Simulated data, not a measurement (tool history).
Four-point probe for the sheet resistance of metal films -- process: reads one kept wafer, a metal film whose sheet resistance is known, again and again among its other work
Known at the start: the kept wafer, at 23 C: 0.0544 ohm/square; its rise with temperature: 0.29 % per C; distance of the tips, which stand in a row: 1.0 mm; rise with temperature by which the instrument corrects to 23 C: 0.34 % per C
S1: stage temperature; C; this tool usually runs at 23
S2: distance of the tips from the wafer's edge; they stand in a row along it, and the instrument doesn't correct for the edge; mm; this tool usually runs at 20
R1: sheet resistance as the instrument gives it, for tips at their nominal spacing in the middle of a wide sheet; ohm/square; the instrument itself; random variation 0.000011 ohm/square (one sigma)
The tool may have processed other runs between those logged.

run	hour	S1	S2	R1
1	0	23	20	0.054616
2	53.5	23	20	0.054619
3	134.4	23	37	0.054574
4	198.4	23	37	0.054562
5	258.5	23	37	0.054586
6	333.6	23	20	0.054647
7	368.1	23	20	0.054658
8	444.5	23	20	0.054649
# hour 450.3: stage's thermometer calibrated
9	511.7	23	20	0.054686
10	547.2	23	20	0.054705
11	593.4	23	20	0.054724
12	657	23	20	0.054707
# hour 688.9: stage's thermometer calibrated, once more
13	738.5	23	10	0.054825
14	796.5	34	14	0.054365
15	836.9	25	43	0.054504
16	894.4	23	20	0.054608
17	976.6	19	22	0.054731
18	1047.3	19	22	0.05474
19	1126.8	19	22	0.054731
20	1163.9	19	22	0.054746
21	1227	28	4	0.056199
22	1310.8	21	9	0.054993
23	1374	22	9	0.054958
24	1449.1	26	9	0.054858
25	1491.4	26	7	0.055113

For some of the steps in R1 from one run to the next: how much would appear even if the tool had no hidden state, given the settings, what came in and random variation, and how much remains for the hidden state plus any gauge scatter that the measured result and the result without hidden state don't share?
The hidden state here: inner tips' distance over the nominal, %; tips' flats over new ones', %; wafer's true temperature over the reading, C; drift of the gauge itself on sheet_ohm, %.
Run 8 -> 9: stage's thermometer calibrated. R1 +0.000037 ohm/square: hidden state +0.000039, all else -0.000002.
Run 12 -> 13: S2 20 -> 10, stage's thermometer calibrated, once more. R1 +0.000118 ohm/square: hidden state -0.000101, all else +0.000219.
Run 20 -> 21: S1 19 -> 28, S2 22 -> 4. R1 +0.001453 ohm/square: hidden state +0.000008, all else +0.001445.
Run 21 -> 22: S1 28 -> 21, S2 4 -> 9. R1 -0.001206 ohm/square: hidden state +0.000004, all else -0.00121.

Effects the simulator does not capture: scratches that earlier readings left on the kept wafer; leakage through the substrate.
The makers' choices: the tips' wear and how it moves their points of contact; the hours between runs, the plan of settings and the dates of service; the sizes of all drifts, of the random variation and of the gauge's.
